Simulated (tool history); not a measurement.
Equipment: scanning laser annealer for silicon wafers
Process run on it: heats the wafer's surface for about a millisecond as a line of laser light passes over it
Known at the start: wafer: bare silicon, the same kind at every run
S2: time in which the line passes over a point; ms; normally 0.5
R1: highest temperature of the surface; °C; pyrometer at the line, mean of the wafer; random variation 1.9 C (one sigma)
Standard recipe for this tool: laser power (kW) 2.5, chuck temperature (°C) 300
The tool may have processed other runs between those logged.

Run 1, day 0: usual settings. Result: R1 1090 °C.
Run 2, day 0.588: usual settings but chuck temperature (°C) 340. Result: R1 1125 °C.
Run 3, day 0.875: usual settings but chuck temperature (°C) 265. Result: R1 1055 °C.
Run 4, day 1.133: usual settings but chuck temperature (°C) 265. Result: R1 1054 °C.
Run 5, day 1.725: usual settings but chuck temperature (°C) 297. Result: R1 1083 °C.
Run 6, day 2.196: usual settings but S2 0.482 ms. Result: R1 1073 °C.
Run 7, day 2.629: usual settings but S2 0.482 ms. Result: R1 1072 °C.
Run 8, day 3.225: usual settings but S2 0.482 ms. Result: R1 1074 °C.
Run 9, day 3.508: usual settings but S2 0.482 ms. Result: R1 1073 °C.
Run 10, day 3.983: usual settings but S2 0.482 ms. Result: R1 1070 °C.
Run 11, day 4.304: usual settings but S2 0.36 ms. Result: R1 966 °C.
Run 12, day 4.596: usual settings. Result: R1 1093 °C.
Run 13, day 5.212: usual settings. Result: R1 1088 °C.
Run 14, day 5.583: usual settings. Result: R1 1089 °C.
Run 15, day 6.042: usual settings. Result: R1 1090 °C.
At day 6.212: window over the wafer cleaned.
Run 16, day 6.475: usual settings. Result: R1 1089 °C.
Run 17, day 6.838: usual settings. Result: R1 1089 °C.
Run 18, day 7.308: usual settings. Result: R1 1086 °C.
Run 19, day 7.683: usual settings but S2 0.445 ms. Result: R1 1043 °C.
Run 20, day 8.1: usual settings but laser power (kW) 2.696. Result: R1 1171 °C.
Run 21, day 8.658: usual settings but laser power (kW) 2.234, S2 0.536 ms, chuck temperature (°C) 313. Result: R1 1018 °C.
Run 22, day 8.912: usual settings but laser power (kW) 2.234, S2 0.536 ms, chuck temperature (°C) 313. Result: R1 1017 °C.
Run 23, day 9.162: usual settings but laser power (kW) 2.513, S2 0.391 ms. Result: R1 1003 °C.
Run 24, day 9.712: usual settings but laser power (kW) 2.513, S2 0.391 ms. Result: R1 1001 °C.
Run 25, day 10.146: usual settings but laser power (kW) 2.513, S2 0.391 ms. Result: R1 1001 °C.
Run 26, day 10.762: usual settings but laser power (kW) 2.396, S2 0.437 ms, chuck temperature (°C) 323. Result: R1 1021 °C.
Run 27, day 11.308: usual settings but laser power (kW) 2.225, S2 0.57 ms, chuck temperature (°C) 290. Result: R1 1016 °C.
Run 28, day 11.858: usual settings but laser power (kW) 2.225, S2 0.57 ms, chuck temperature (°C) 290. Result: R1 1013 °C.
Run 29, day 12.379: usual settings but laser power (kW) 2.468, S2 0.581 ms, chuck temperature (°C) 285. Result: R1 1123 °C.
Run 30, day 12.754: usual settings but laser power (kW) 2.531, S2 0.581 ms, chuck temperature (°C) 289. Result: R1 1156 °C.
Run 31, day 13.25: usual settings but laser power (kW) 2.53, S2 0.438 ms, chuck temperature (°C) 271. Result: R1 1022 °C.
Run 32, day 13.512: usual settings but laser power (kW) 2.262, S2 0.598 ms, chuck temperature (°C) 279. Result: R1 1036 °C.
Run 33, day 14.088: usual settings but laser power (kW) 2.161, S2 0.598 ms, chuck temperature (°C) 282. Result: R1 996 °C.
Run 34, day 14.367: usual settings but laser power (kW) 2.15, S2 0.533 ms, chuck temperature (°C) 332. Result: R1 1002 °C.
Run 35, day 14.921: usual settings but laser power (kW) 2.518, S2 0.6 ms, chuck temperature (°C) 298. Result: R1 1172 °C.
Run 36, day 15.204: usual settings but laser power (kW) 2.518, S2 0.6 ms, chuck temperature (°C) 298. Result: R1 1172 °C.
Run 37, day 15.792: usual settings but laser power (kW) 2.351, S2 0.581 ms, chuck temperature (°C) 316. Result: R1 1102 °C.
Run 38, day 16.292: usual settings but laser power (kW) 2.301, S2 0.461 ms, chuck temperature (°C) 294. Result: R1 972 °C.
Run 39, day 16.825: usual settings but chuck temperature (°C) 314. Result: R1 1103 °C.
Run 40, day 17.379: usual settings but laser power (kW) 2.699, S2 0.611 ms, chuck temperature (°C) 284. Result: R1 1249 °C.

Forecast each of these 4 alternatives for the next run:
Run A, day 17.888: usual settings but S2 0.365 ms. Result: R1 ?.
Run B, day 17.888: usual settings but laser power (kW) 2.699, S2 0.519 ms, chuck temperature (°C) 271. Result: R1 ?.
Run C, day 17.888: usual settings but laser power (kW) 2.174, S2 0.471 ms, chuck temperature (°C) 299. Result: R1 ?.
Run D, day 17.888: usual settings but laser power (kW) 2.594, S2 0.571 ms, chuck temperature (°C) 284. Result: R1 ?.

run    R1
  A   971
  B  1159
  C   941
  D  1171
Take away the tool's hidden state, keep each run's random variation, and the runs would have read:
run    R1
  A   971
  B  1159
  C   941
  D  1171
